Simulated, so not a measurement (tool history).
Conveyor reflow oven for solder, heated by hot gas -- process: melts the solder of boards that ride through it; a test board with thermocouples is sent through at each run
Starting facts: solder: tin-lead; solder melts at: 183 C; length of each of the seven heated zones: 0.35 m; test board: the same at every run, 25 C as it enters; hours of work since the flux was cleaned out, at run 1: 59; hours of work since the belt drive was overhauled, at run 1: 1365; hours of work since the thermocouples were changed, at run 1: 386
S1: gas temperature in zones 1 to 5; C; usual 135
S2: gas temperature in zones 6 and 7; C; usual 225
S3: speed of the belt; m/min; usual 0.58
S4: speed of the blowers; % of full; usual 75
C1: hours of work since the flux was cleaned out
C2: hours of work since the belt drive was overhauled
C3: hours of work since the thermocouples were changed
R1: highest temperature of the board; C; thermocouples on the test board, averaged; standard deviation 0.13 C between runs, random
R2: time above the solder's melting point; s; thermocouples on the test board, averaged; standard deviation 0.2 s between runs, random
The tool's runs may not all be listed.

run 1 hour=0 | S1=135 S2=225 S3=0.58 S4=75 | C1=59 C2=1365 C3=386 | R1=209.1 R2=47.9
run 2 hour=79.4 | S1=135 S2=225 S3=0.58 S4=75 | C1=117 C2=1422 C3=443 | R1=208.7 R2=47.6
-- hour=91.1 belt drive overhauled, speed set with a stopwatch
run 3 hour=132.8 | S1=149 S2=225 S3=0.58 S4=75 | C1=152 C2=30 C3=479 | R1=210.1 R2=52.5
run 4 hour=189.8 | S1=149 S2=225 S3=0.505 S4=75 | C1=194 C2=71 C3=520 | R1=213.6 R2=64.8
-- hour=231 flux residue cleaned out of gas plates and filters
run 5 hour=285.5 | S1=135 S2=219 S3=0.58 S4=75 | C1=39 C2=137 C3=586 | R1=204.1 R2=41.1
run 6 hour=374.1 | S1=135 S2=219 S3=0.58 S4=75 | C1=103 C2=201 C3=650 | R1=203.4 R2=40.7
run 7 hour=441.7 | S1=135 S2=219 S3=0.58 S4=75 | C1=152 C2=250 C3=698 | R1=203.1 R2=40.3
run 8 hour=519.9 | S1=135 S2=219 S3=0.58 S4=75 | C1=209 C2=306 C3=755 | R1=202.6 R2=39.5
-- hour=538.8 flux residue cleaned out of gas plates and filters
run 9 hour=566.3 | S1=135 S2=219 S3=0.58 S4=75 | C1=20 C2=336 C3=785 | R1=204.2 R2=41.7
run 10 hour=640.5 | S1=130 S2=239 S3=0.529 S4=75 | C1=73 C2=390 C3=838 | R1=223.3 R2=61.9
run 11 hour=689.4 | S1=130 S2=239 S3=0.529 S4=75 | C1=109 C2=425 C3=874 | R1=223.3 R2=61.7
run 12 hour=784.6 | S1=128 S2=225 S3=0.58 S4=78 | C1=178 C2=494 C3=942 | R1=207.6 R2=43
-- hour=846.4 flux residue cleaned out of gas plates and filters
run 13 hour=866.7 | S1=135 S2=236 S3=0.578 S4=53 | C1=15 C2=550 C3=998 | R1=212.2 R2=48
run 14 hour=923 | S1=135 S2=236 S3=0.569 S4=63 | C1=55 C2=590 C3=1039 | R1=216.4 R2=53.9
run 15 hour=963.6 | S1=135 S2=236 S3=0.569 S4=63 | C1=85 C2=619 C3=1068 | R1=216.2 R2=53.3
run 16 hour=1033.6 | S1=135 S2=230 S3=0.57 S4=65 | C1=135 C2=670 C3=1119 | R1=211.4 R2=49.1
-- hour=1106 thermocouples of zones 6 and 7 changed
run 17 hour=1106 | S1=149 S2=225 S3=0.58 S4=75 | C1=186 C2=721 C3=0 | R1=210.7 R2=53.9
-- hour=1156.7 flux residue cleaned out of gas plates and filters
run 18 hour=1172.7 | S1=149 S2=225 S3=0.58 S4=75 | C1=12 C2=766 C3=45 | R1=212 R2=55.3

Describe how what the log doesn't record of the tool's condition differs between the last listed run preceding each entry between runs and the first listed run following it.
Runs 2 to 3: belt drive overhauled, speed set with a stopwatch (hour 91.1)
  heat that the gas passes to the board, % of a clean oven's: 94.8 -> 93.6; belt's true speed, % of the reading: 96.99 -> 100.07; true gas temperature in zones 6 and 7 over the reading, C: 0.36 -> 0.41
  measured less the result without the state, R1: -0.1 -> -1.1 C; R2: +1.3 -> -1.4 s
Runs 4 to 5: flux residue cleaned out of gas plates and filters (hour 231)
  heat that the gas passes to the board, % of a clean oven's: 92.4 -> 98.6; belt's true speed, % of the reading: 99.98 -> 99.85; true gas temperature in zones 6 and 7 over the reading, C: 0.47 -> 0.57
  measured less the result without the state, R1: -1 -> +0.3 C; R2: -1.3 -> +0.2 s
Runs 8 to 9: flux residue cleaned out of gas plates and filters (hour 538.8)
  heat that the gas passes to the board, % of a clean oven's: 93.1 -> 98.6; belt's true speed, % of the reading: 99.5 -> 99.44; true gas temperature in zones 6 and 7 over the reading, C: 0.8 -> 0.84
  measured less the result without the state, R1: -0.8 -> +0.5 C; R2: -1.3 -> +0.8 s
Runs 12 to 13: flux residue cleaned out of gas plates and filters (hour 846.4)
  heat that the gas passes to the board, % of a clean oven's: 93.5 -> 99.6; belt's true speed, % of the reading: 99.12 -> 99; true gas temperature in zones 6 and 7 over the reading, C: 1.05 -> 1.13
  measured less the result without the state, R1: -0.6 -> +1.3 C; R2: -0.7 -> +1.7 s
Runs 16 to 17: thermocouples of zones 6 and 7 changed (hour 1106)
  heat that the gas passes to the board, % of a clean oven's: 95.4 -> 93.7; belt's true speed, % of the reading: 98.75 -> 98.65; true gas temperature in zones 6 and 7 over the reading, C: 1.29 -> 0.65
  measured less the result without the state, R1: +0.5 -> -0.4 C; R2: +0.9 -> +0.1 s
Runs 17 to 18: flux residue cleaned out of gas plates and filters (hour 1156.7)
  heat that the gas passes to the board, % of a clean oven's: 93.7 -> 98.7; belt's true speed, % of the reading: 98.65 -> 98.57; true gas temperature in zones 6 and 7 over the reading, C: 0.65 -> 0.72
  measured less the result without the state, R1: -0.4 -> +0.7 C; R2: +0.1 -> +1.4 s
